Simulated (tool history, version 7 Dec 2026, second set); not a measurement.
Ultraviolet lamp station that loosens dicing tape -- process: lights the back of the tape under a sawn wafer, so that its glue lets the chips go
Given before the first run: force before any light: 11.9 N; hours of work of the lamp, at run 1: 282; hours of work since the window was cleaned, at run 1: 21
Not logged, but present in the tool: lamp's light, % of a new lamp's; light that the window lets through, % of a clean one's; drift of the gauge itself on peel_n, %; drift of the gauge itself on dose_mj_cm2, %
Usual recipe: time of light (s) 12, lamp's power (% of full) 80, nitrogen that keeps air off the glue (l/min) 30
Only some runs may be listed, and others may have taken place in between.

| run | day | time of light (s) | lamp's power (% of full) | nitrogen that keeps air off the glue (l/min) | hours of work of the lamp | hours of work since the window was cleaned | force that peels the tape off (N) | light that reached the tape (mJ/cm²) |
|---|---|---|---|---|---|---|---|---|
| 1 | 0 | 12 | 80 | 30 | 282 | 21 | 1.553 | 488 |
| 2 | 1.183 | 22 | 80 | 30 | 296 | 35 | 0.423 | 885 |
| 3 | 2.529 | 12 | 80 | 30 | 313 | 52 | 1.689 | 483 |
| 4 | 3.758 | 12 | 80 | 30 | 328 | 67 | 1.678 | 473 |
| 5 | 5.25 | 12 | 80 | 30 | 347 | 86 | 1.702 | 471 |
| 6 | 5.9 | 12 | 80 | 30 | 355 | 94 | 1.745 | 466 |
| 7 | 7.421 | 12 | 80 | 30 | 374 | 113 | 1.81 | 461 |
| 8 | 8.092 | 12 | 80 | 30 | 382 | 121 | 1.812 | 463 |
| 9 | 8.783 | 12 | 80 | 21 | 391 | 130 | 2.204 | 457 |
| 10 | 9.546 | 12 | 80 | 21 | 400 | 139 | 2.314 | 444 |
| 11 | 10.179 | 12 | 80 | 21 | 408 | 147 | 2.444 | 449 |
| 12 | 11.167 | 12 | 80 | 21 | 420 | 159 | 2.411 | 443 |
| 13 | 12.221 | 12 | 80 | 11 | 434 | 172 | 3.521 | 435 |
| 14 | 13.738 | 12 | 77 | 30 | 452 | 191 | 2.092 | 421 |
| 15 | 14.771 | 12 | 77 | 30 | 465 | 204 | 2.035 | 418 |
| 16 | 16.088 | 12 | 77 | 30 | 482 | 220 | 2.056 | 407 |
| 17 | 17.246 | 12 | 80 | 30 | 496 | 235 | 2.082 | 422 |
| 18 | 18.683 | 20 | 80 | 30 | 514 | 253 | 0.731 | 695 |
| 19 | 19.662 | 12 | 80 | 21 | 526 | 265 | 2.598 | 416 |
| 20 | 20.579 | 12 | 80 | 21 | 537 | 276 | 2.712 | 410 |
| 21 | 21.588 | 12 | 71 | 21 | 550 | 289 | 3.115 | 362 |
| 22 | 22.554 | 12 | 71 | 21 | 562 | 301 | 3.153 | 355 |
| 23 | 24.012 | 16 | 65 | 30 | 580 | 319 | 1.921 | 430 |
| 24 | 24.679 | 16 | 65 | 30 | 588 | 327 | 1.935 | 431 |
| 25 | 25.504 | 13 | 76 | 35 | 599 | 337 | 1.974 | 403 |
| 26 | 26.183 | 22 | 79 | 48 | 607 | 346 | 0.476 | 701 |
| 27 | 27.383 | 13 | 70 | 30 | 622 | 361 | 2.491 | 370 |
| 28 | 28.525 | 10 | 80 | 34 | 636 | 375 | 2.937 | 319 |
|  | 28.654 | window cleaned of glue's vapour |
| 29 | 29.279 | 7 | 75 | 30 | 645 | 8 | 4.205 | 248 |
| 30 | 30.225 | 19 | 80 | 30 | 657 | 19 | 0.696 | 714 |
| 31 | 31.467 | 19 | 80 | 30 | 672 | 35 | 0.716 | 708 |
| 32 | 32.233 | 19 | 80 | 40 | 682 | 44 | 0.578 | 696 |
| 33 | 33.421 | 19 | 80 | 40 | 697 | 59 | 0.571 | 690 |
| 34 | 34.692 | 19 | 80 | 40 | 712 | 75 | 0.596 | 681 |
| 35 | 35.625 | 19 | 80 | 40 | 724 | 87 | 0.6 | 680 |
| 36 | 36.696 | 19 | 80 | 40 | 737 | 100 | 0.612 | 667 |
| 37 | 38.179 | 19 | 80 | 40 | 756 | 118 | 0.608 | 668 |
| 38 | 39.588 | 18 | 80 | 50 | 773 | 136 | 0.622 | 626 |
| 39 | 41.033 | 7 | 80 | 25 | 791 | 154 | 4.679 | 239 |
| 40 | 42.15 | 13 | 74 | 25 | 805 | 168 | 2.317 | 406 |
| 41 | 43.188 | 18 | 74 | 25 | 818 | 181 | 1.401 | 561 |
| 42 | 44.692 | 6 | 80 | 13 | 837 | 199 | 6.616 | 198 |
| 43 | 45.842 | 15 | 80 | 30 | 851 | 213 | 1.552 | 488 |
| 44 | 46.617 | 9 | 61 | 30 | 861 | 223 | 4.604 | 224 |

For some of the steps in force that peels the tape off (N) from one run to the next: how much would appear even if the tool had no hidden state, given the settings, what came in and random variation, and how much remains for the hidden state plus any gauge scatter that the measured result and the result without hidden state don't share?
Run 25 -> 26: time of light (s) 13 -> 22, lamp's power (% of full) 76 -> 79, nitrogen that keeps air off the glue (l/min) 35 -> 48. force that peels the tape off (N) -1.498: hidden state -0.644, all else -0.854.
Run 26 -> 27: time of light (s) 22 -> 13, lamp's power (% of full) 79 -> 70, nitrogen that keeps air off the glue (l/min) 48 -> 30. force that peels the tape off (N) +2.015: hidden state +0.823, all else +1.192.
Run 38 -> 39: time of light (s) 18 -> 7, nitrogen that keeps air off the glue (l/min) 50 -> 25. force that peels the tape off (N) +4.057: hidden state +0.848, all else +3.209.
Run 41 -> 42: time of light (s) 18 -> 6, lamp's power (% of full) 74 -> 80, nitrogen that keeps air off the glue (l/min) 25 -> 13. force that peels the tape off (N) +5.215: hidden state +0.561, all else +4.654.
Run 42 -> 43: time of light (s) 6 -> 15, nitrogen that keeps air off the glue (l/min) 13 -> 30. force that peels the tape off (N) -5.064: hidden state -0.462, all else -4.602.
